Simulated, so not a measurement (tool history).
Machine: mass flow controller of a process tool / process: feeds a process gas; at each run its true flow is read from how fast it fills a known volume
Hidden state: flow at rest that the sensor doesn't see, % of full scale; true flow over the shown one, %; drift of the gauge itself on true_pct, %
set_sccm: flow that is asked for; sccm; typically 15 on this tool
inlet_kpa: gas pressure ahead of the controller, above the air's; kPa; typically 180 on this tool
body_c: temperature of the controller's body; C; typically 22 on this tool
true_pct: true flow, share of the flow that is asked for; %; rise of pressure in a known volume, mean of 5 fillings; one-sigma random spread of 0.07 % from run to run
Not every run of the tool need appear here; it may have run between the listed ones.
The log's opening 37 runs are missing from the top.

run,day,set_sccm,inlet_kpa,body_c,hours of work since the controller was set to zero,hours of work since the controller was changed,true_pct
38,197.912,15,197,31,3691,3691,97.42
39,202.067,15,197,20,3734,3734,98.39
40,205.612,15,197,20,3771,3771,98.32
41,209.812,42,184,24,3815,3815,99.59
42,216.296,42,184,24,3883,3883,99.55
43,219.479,42,184,24,3917,3917,99.51
44,227.038,42,184,24,3996,3996,99.45
45,233.258,42,184,24,4061,4061,99.48
46,237.125,15,261,27,4102,4102,98.04
47,241.579,15,179,27,4149,4149,97.72
48,245.046,5,199,23,4185,4185,97.63

Branching from run 48: 4 alternative next runs. What would each branch give?
A,252.025,15,230,22,4258,4258,?
B,252.025,41,199,27,4258,4258,?
C,252.025,15,180,28,4258,4258,?
D,252.025,47,199,24,4258,4258,?

run,true_pct
A,98.21
B,99.38
C,97.72
D,99.79
With no hidden state in the tool, these same runs would have given:
run,true_pct
A,98.23
B,99.39
C,97.74
D,99.8
